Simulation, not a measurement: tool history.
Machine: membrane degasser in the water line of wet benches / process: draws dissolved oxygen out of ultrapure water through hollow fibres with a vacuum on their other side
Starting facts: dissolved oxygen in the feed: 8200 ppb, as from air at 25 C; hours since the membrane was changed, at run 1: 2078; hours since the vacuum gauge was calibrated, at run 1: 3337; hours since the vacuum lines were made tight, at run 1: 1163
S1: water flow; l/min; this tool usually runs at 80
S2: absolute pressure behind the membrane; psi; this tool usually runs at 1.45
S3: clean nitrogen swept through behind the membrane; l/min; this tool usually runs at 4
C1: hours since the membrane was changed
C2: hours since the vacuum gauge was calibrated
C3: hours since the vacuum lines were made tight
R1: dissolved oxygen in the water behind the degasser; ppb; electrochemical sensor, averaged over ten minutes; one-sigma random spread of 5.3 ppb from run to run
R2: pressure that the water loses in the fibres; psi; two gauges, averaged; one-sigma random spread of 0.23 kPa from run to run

run 1 hour=0 | S1=80 S2=1.45 S3=4 | C1=2078 C2=3337 C3=1163 | R1=555.9 R2=8.892
run 2 hour=63.6 | S1=80 S2=1.75 S3=4 | C1=2142 C2=3400 C3=1227 | R1=639.4 R2=8.879
run 3 hour=123.3 | S1=80 S2=1.75 S3=4 | C1=2201 C2=3460 C3=1287 | R1=639.3 R2=8.86
run 4 hour=186.1 | S1=80 S2=1.45 S3=4 | C1=2264 C2=3523 C3=1350 | R1=565.7 R2=8.911
run 5 hour=238.5 | S1=80 S2=1.55 S3=4 | C1=2316 C2=3575 C3=1402 | R1=584.2 R2=8.908
run 6 hour=298.8 | S1=80 S2=1.55 S3=4 | C1=2377 C2=3635 C3=1462 | R1=596.9 R2=8.831
run 7 hour=344.1 | S1=80 S2=1.45 S3=4 | C1=2422 C2=3681 C3=1507 | R1=555.7 R2=8.868
run 8 hour=382.3 | S1=80 S2=1.45 S3=4 | C1=2460 C2=3719 C3=1546 | R1=555.7 R2=8.886
run 9 hour=433.4 | S1=80 S2=1.45 S3=4 | C1=2511 C2=3770 C3=1597 | R1=562 R2=8.926
run 10 hour=478.3 | S1=80 S2=1.45 S3=1.66 | C1=2556 C2=3815 C3=1642 | R1=848.1 R2=8.924
run 11 hour=520.9 | S1=59 S2=1.45 S3=4 | C1=2599 C2=3857 C3=1684 | R1=380.2 R2=6.531
run 12 hour=587.5 | S1=59 S2=1.45 S3=4 | C1=2666 C2=3924 C3=1751 | R1=382 R2=6.595
run 13 hour=659.3 | S1=80 S2=1.45 S3=4 | C1=2737 C2=3996 C3=1823 | R1=567.8 R2=8.937
run 14 hour=701.4 | S1=80 S2=1.45 S3=4 | C1=2779 C2=4038 C3=1865 | R1=571.5 R2=8.973
run 15 hour=753.9 | S1=53 S2=0.94 S3=11.61 | C1=2832 C2=4091 C3=1917 | R1=168.3 R2=5.903
run 16 hour=792.7 | S1=80 S2=1.6 S3=3.77 | C1=2871 C2=4129 C3=1956 | R1=616.9 R2=8.971
run 17 hour=849.2 | S1=71 S2=2.63 S3=1.94 | C1=2927 C2=4186 C3=2013 | R1=1184.1 R2=7.936
-- hour=853 vacuum gauge calibrated
run 18 hour=893.3 | S1=71 S2=2.63 S3=1.94 | C1=2971 C2=40 C3=2056 | R1=1190.8 R2=7.935
run 19 hour=963.3 | S1=80 S2=2.1 S3=3.44 | C1=3041 C2=110 C3=2126 | R1=809.1 R2=8.901
run 20 hour=1004.7 | S1=79 S2=3.39 S3=2.75 | C1=3082 C2=152 C3=2168 | R1=1335.5 R2=8.876
run 21 hour=1044.5 | S1=79 S2=3.39 S3=2.75 | C1=3122 C2=191 C3=2207 | R1=1284.3 R2=8.876
run 22 hour=1109.2 | S1=98 S2=0.97 S3=2 | C1=3187 C2=256 C3=2272 | R1=700.4 R2=11.004
run 23 hour=1157.2 | S1=80 S2=1.15 S3=5.65 | C1=3235 C2=304 C3=2320 | R1=434.8 R2=9.018
-- hour=1174.3 vacuum gauge calibrated, once more
run 24 hour=1202.3 | S1=80 S2=1.15 S3=5.65 | C1=3279 C2=28 C3=2365 | R1=434.2 R2=8.969
run 25 hour=1270.3 | S1=80 S2=1.35 S3=2.94 | C1=3347 C2=96 C3=2433 | R1=626.7 R2=9.046

3 ways to go on from here, each from the tool as it stands after run 25. What would each give?
run A hour=1325.6 | S1=80 S2=1.35 S3=1.82 | C1=3403 C2=151 C3=2488 | R1=? R2=?
run B hour=1325.6 | S1=80 S2=1.45 S3=3.06 | C1=3403 C2=151 C3=2488 | R1=? R2=?
run C hour=1325.6 | S1=80 S2=2.1 S3=4 | C1=3403 C2=151 C3=2488 | R1=? R2=?

run=A R1=765.2 R2=9.017
run=B R1=637.1 R2=9.061
run=C R1=731.2 R2=8.989
Had the tool no hidden state, the same runs would have come out as:
run=A R1=720.2 R2=8.601
run=B R1=592.9 R2=8.643
run=C R1=689.1 R2=8.575
